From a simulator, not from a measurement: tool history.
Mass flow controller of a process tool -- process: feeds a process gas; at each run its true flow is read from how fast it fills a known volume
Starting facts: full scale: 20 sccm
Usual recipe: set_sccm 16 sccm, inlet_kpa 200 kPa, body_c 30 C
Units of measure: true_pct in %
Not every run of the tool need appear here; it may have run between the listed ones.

Run 1, hour 0.0: usual settings. Result: true_pct 99.75 %.
Run 2, hour 154.3: usual settings but set_sccm 17 sccm. Result: true_pct 100.02 %.
Run 3, hour 257.1: usual settings but set_sccm 4 sccm. Result: true_pct 96.93 %.
Run 4, hour 349.6: usual settings but set_sccm 4 sccm, inlet_kpa 232 kPa. Result: true_pct 96.62 %.
Run 5, hour 556.2: usual settings. Result: true_pct 99.81 %.
Run 6, hour 764.1: usual settings. Result: true_pct 99.98 %.
Run 7, hour 892.1: usual settings but inlet_kpa 158 kPa. Result: true_pct 100.35 %.
Run 8, hour 1100.6: usual settings but set_sccm 11 sccm. Result: true_pct 99.00 %.
Run 9, hour 1266.1: usual settings but set_sccm 15 sccm. Result: true_pct 99.75 %.
Run 10, hour 1446.2: usual settings but set_sccm 15 sccm. Result: true_pct 99.80 %.
Run 11, hour 1608.4: usual settings but set_sccm 15 sccm. Result: true_pct 99.69 %.
Run 12, hour 1758.4: usual settings but set_sccm 15 sccm. Result: true_pct 99.64 %.
Run 13, hour 1903.8: usual settings but set_sccm 15 sccm. Result: true_pct 99.81 %.
Run 14, hour 2105.1: usual settings but set_sccm 3 sccm. Result: true_pct 94.92 %.
Run 15, hour 2281.4: usual settings but set_sccm 3 sccm. Result: true_pct 94.70 %.
Run 16, hour 2457.0: usual settings but set_sccm 4 sccm. Result: true_pct 95.92 %.
Run 17, hour 2671.1: usual settings but set_sccm 4 sccm. Result: true_pct 95.75 %.
Run 18, hour 2876.2: usual settings but set_sccm 4 sccm. Result: true_pct 95.58 %.
Run 19, hour 3089.4: usual settings. Result: true_pct 100.14 %.
Run 20, hour 3291.5: usual settings. Result: true_pct 100.13 %.
Run 21, hour 3494.9: usual settings. Result: true_pct 100.08 %.
Run 22, hour 3673.9: usual settings but set_sccm 7 sccm, inlet_kpa 207 kPa. Result: true_pct 97.59 %.
Run 23, hour 3834.2: usual settings but set_sccm 7 sccm, inlet_kpa 207 kPa. Result: true_pct 97.62 %.
Run 24, hour 4040.4: usual settings but set_sccm 7 sccm, inlet_kpa 207 kPa. Result: true_pct 97.40 %.
Run 25, hour 4210.6: usual settings but set_sccm 17 sccm, body_c 31 C. Result: true_pct 100.33 %.
Run 26, hour 4352.4: usual settings but set_sccm 6 sccm. Result: true_pct 96.96 %.
Run 27, hour 4552.7: usual settings but set_sccm 2 sccm, inlet_kpa 235 kPa, body_c 32 C. Result: true_pct 89.45 %.
Run 28, hour 4664.8: usual settings but inlet_kpa 147 kPa, body_c 23 C. Result: true_pct 99.85 %.
Run 29, hour 4826.6: usual settings but set_sccm 8 sccm, inlet_kpa 154 kPa, body_c 36 C. Result: true_pct 98.76 %.
Run 30, hour 5036.9: usual settings but set_sccm 3 sccm, inlet_kpa 262 kPa, body_c 25 C. Result: true_pct 91.80 %.
Run 31, hour 5174.1: usual settings but set_sccm 4 sccm, inlet_kpa 246 kPa, body_c 25 C. Result: true_pct 94.03 %.
Run 32, hour 5344.1: usual settings but set_sccm 9 sccm, inlet_kpa 143 kPa, body_c 28 C. Result: true_pct 98.50 %.
Run 33, hour 5461.7: usual settings but set_sccm 8 sccm, inlet_kpa 191 kPa, body_c 23 C. Result: true_pct 97.21 %.
Run 34, hour 5616.5: usual settings but set_sccm 8 sccm, inlet_kpa 191 kPa, body_c 23 C. Result: true_pct 97.22 %.
Run 35, hour 5721.4: usual settings but set_sccm 5 sccm, inlet_kpa 210 kPa, body_c 36 C. Result: true_pct 96.01 %.
Run 36, hour 5876.0: usual settings but set_sccm 5 sccm, inlet_kpa 233 kPa, body_c 20 C. Result: true_pct 94.36 %.
Run 37, hour 6015.4: usual settings but set_sccm 5 sccm, inlet_kpa 233 kPa, body_c 20 C. Result: true_pct 94.47 %.
Run 38, hour 6184.7: usual settings but inlet_kpa 224 kPa, body_c 39 C. Result: true_pct 100.87 %.
Run 39, hour 6384.7: usual settings but inlet_kpa 224 kPa, body_c 23 C. Result: true_pct 99.35 %.
Run 40, hour 6568.4: usual settings but set_sccm 5 sccm, inlet_kpa 168 kPa, body_c 25 C. Result: true_pct 95.08 %.
Run 41, hour 6669.9: usual settings but set_sccm 20 sccm, inlet_kpa 169 kPa, body_c 25 C. Result: true_pct 100.87 %.
Run 42, hour 6768.3: usual settings but set_sccm 20 sccm, inlet_kpa 169 kPa, body_c 25 C. Result: true_pct 100.81 %.

Had the tool no unlogged condition, and each run kept its random variation, what would the results have been?
Hidden state at play: flow at rest that the sensor doesn't see, % of full scale; true flow over the shown one, %; drift of the gauge itself on true_pct, %.
run  true_pct
  1     99.89
  2    100.13
  3     98.58
  4     98.31
  5     99.92
  6    100.07
  7    100.43
  8     99.37
  9     99.86
 10     99.90
 11     99.78
 12     99.72
 13     99.88
 14     98.54
 15     98.43
 16     98.58
 17     98.52
 18     98.44
 19    100.09
 20    100.06
 21    100.00
 22     98.92
 23     98.97
 24     98.79
 25    100.13
 26     98.87
 27     98.12
 28     99.69
 29     99.90
 30     97.44
 31     97.94
 32     99.37
 33     98.41
 34     98.43
 35     98.98
 36     97.38
 37     97.54
 38    100.60
 39     99.07
 40     98.33
 41    100.25
 42    100.18
